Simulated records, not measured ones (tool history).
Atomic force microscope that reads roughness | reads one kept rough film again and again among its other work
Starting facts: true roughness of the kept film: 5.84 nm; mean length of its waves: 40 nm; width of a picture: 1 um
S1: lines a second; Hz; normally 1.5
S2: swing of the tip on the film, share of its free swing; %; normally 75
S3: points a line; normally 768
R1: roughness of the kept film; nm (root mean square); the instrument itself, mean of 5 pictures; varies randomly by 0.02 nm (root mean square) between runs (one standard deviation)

| run | hour | S1 | S2 | S3 | R1 |
|---|---|---|---|---|---|
| 1 | 0 | 1.5 | 75 | 768 | 4.451 |
| 2 | 14.9 | 1.5 | 75 | 768 | 4.383 |
| 3 | 26 | 1.5 | 75 | 768 | 4.324 |
| 4 | 37.3 | 1.5 | 75 | 768 | 4.29 |
| 5 | 52.9 | 1.5 | 75 | 410 | 4.186 |
| 6 | 67.8 | 1.5 | 75 | 613 | 4.095 |
| 7 | 83 | 1.5 | 75 | 627 | 4.037 |
| 8 | 93.3 | 1.5 | 75 | 627 | 3.979 |
| 9 | 104.7 | 1.41 | 63 | 768 | 4.084 |
| 10 | 112.8 | 1.41 | 89 | 945 | 3.662 |
| 11 | 124.4 | 1.41 | 89 | 945 | 3.647 |
|  | 127.9 | new tip fitted |
| 12 | 136.6 | 1.14 | 75 | 608 | 4.901 |
| 13 | 154.2 | 1.14 | 75 | 608 | 4.776 |
| 14 | 168.9 | 1.5 | 55 | 796 | 4.875 |
| 15 | 184.3 | 3.5 | 88 | 467 | 3.686 |

Predict each of these 3 candidate next runs independently; none follows another, all start after run 15:
| A | 193.5 | 2.55 | 88 | 375 | ? |
| B | 193.5 | 0.71 | 69 | 769 | ? |
| C | 193.5 | 0.6 | 88 | 927 | ? |

| run | R1 |
|---|---|
| A | 3.922 |
| B | 4.662 |
| C | 4.539 |
What these runs would have given with no unlogged condition in the tool:
| run | R1 |
|---|---|
| A | 4.351 |
| B | 5.173 |
| C | 5.035 |
